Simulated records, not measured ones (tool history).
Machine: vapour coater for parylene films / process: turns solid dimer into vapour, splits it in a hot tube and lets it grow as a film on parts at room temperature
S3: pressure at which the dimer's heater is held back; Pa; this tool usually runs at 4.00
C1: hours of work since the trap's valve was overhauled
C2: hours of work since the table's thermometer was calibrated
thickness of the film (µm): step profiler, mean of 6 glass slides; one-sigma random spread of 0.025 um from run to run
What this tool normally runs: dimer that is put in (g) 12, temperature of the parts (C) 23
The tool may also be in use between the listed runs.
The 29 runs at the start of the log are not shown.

Run 30, hour 895.0: usual settings but dimer that is put in (g) 16, temperature of the parts (C) 18, S3 3.31 Pa; C1 395; C2 420. Result: thickness of the film (µm) 4.09.
Run 31, hour 920.2: usual settings but dimer that is put in (g) 16, temperature of the parts (C) 26, S3 3.38 Pa; C1 406; C2 431. Result: thickness of the film (µm) 2.71.
Run 32, hour 954.8: usual settings but dimer that is put in (g) 16, temperature of the parts (C) 26, S3 3.38 Pa; C1 420; C2 445. Result: thickness of the film (µm) 2.75.
Run 33, hour 986.7: usual settings but dimer that is put in (g) 16, temperature of the parts (C) 26, S3 3.38 Pa; C1 434; C2 459. Result: thickness of the film (µm) 2.76.
Run 34, hour 1011.3: usual settings but dimer that is put in (g) 16, temperature of the parts (C) 26, S3 3.38 Pa; C1 444; C2 469. Result: thickness of the film (µm) 2.76.
Run 35, hour 1045.1: usual settings but dimer that is put in (g) 15, temperature of the parts (C) 17, S3 3.02 Pa; C1 459; C2 484. Result: thickness of the film (µm) 4.04.
Run 36, hour 1085.9: usual settings but dimer that is put in (g) 14, temperature of the parts (C) 28, S3 4.80 Pa; C1 476; C2 501. Result: thickness of the film (µm) 1.99.
Run 37, hour 1108.0: usual settings but dimer that is put in (g) 14, S3 2.44 Pa; C1 485; C2 510. Result: thickness of the film (µm) 2.98.
Run 38, hour 1150.7: usual settings but dimer that is put in (g) 8, S3 5.62 Pa; C1 503; C2 528. Result: thickness of the film (µm) 1.41.
Run 39, hour 1182.4: usual settings but dimer that is put in (g) 7; C1 517; C2 542. Result: thickness of the film (µm) 1.32.
Run 40, hour 1213.3: usual settings but dimer that is put in (g) 8, temperature of the parts (C) 19, S3 5.82 Pa; C1 530; C2 555. Result: thickness of the film (µm) 1.68.
Run 41, hour 1247.2: usual settings but temperature of the parts (C) 30, S3 5.81 Pa; C1 544; C2 569. Result: thickness of the film (µm) 1.52.
Run 42, hour 1271.4: usual settings but dimer that is put in (g) 15, S3 2.09 Pa; C1 554; C2 579. Result: thickness of the film (µm) 3.28.
Run 43, hour 1303.5: usual settings but dimer that is put in (g) 7, temperature of the parts (C) 26, S3 10.60 Pa; C1 568; C2 593. Result: thickness of the film (µm) 0.92.
Run 44, hour 1342.7: usual settings but dimer that is put in (g) 8, temperature of the parts (C) 17, S3 2.93 Pa; C1 584; C2 610. Result: thickness of the film (µm) 2.17.
Run 45, hour 1383.6: usual settings but dimer that is put in (g) 8, temperature of the parts (C) 30, S3 3.49 Pa; C1 602; C2 627. Result: thickness of the film (µm) 1.12.
Run 46, hour 1423.8: usual settings but dimer that is put in (g) 10, temperature of the parts (C) 15, S3 3.64 Pa; C1 619; C2 644. Result: thickness of the film (µm) 2.64.
Run 47, hour 1465.3: usual settings but dimer that is put in (g) 11, temperature of the parts (C) 24, S3 6.47 Pa; C1 636; C2 661. Result: thickness of the film (µm) 1.78.

Forecast each of these 3 alternatives for the next run:
Run A, hour 1493.0: usual settings but dimer that is put in (g) 11, temperature of the parts (C) 24, S3 10.68 Pa; C1 648; C2 673. Result: thickness of the film (µm) ?.
Run B, hour 1493.0: usual settings but dimer that is put in (g) 7, temperature of the parts (C) 24, S3 6.47 Pa; C1 648; C2 673. Result: thickness of the film (µm) ?.
Run C, hour 1493.0: usual settings but dimer that is put in (g) 6; C1 648; C2 673. Result: thickness of the film (µm) ?.

run  thickness of the film (µm)
  A                        1.57
  B                        1.09
  C                        1.10
Take away the tool's hidden state, keep each run's random variation, and the runs would have read:
run  thickness of the film (µm)
  A                        1.76
  B                        1.23
  C                        1.24

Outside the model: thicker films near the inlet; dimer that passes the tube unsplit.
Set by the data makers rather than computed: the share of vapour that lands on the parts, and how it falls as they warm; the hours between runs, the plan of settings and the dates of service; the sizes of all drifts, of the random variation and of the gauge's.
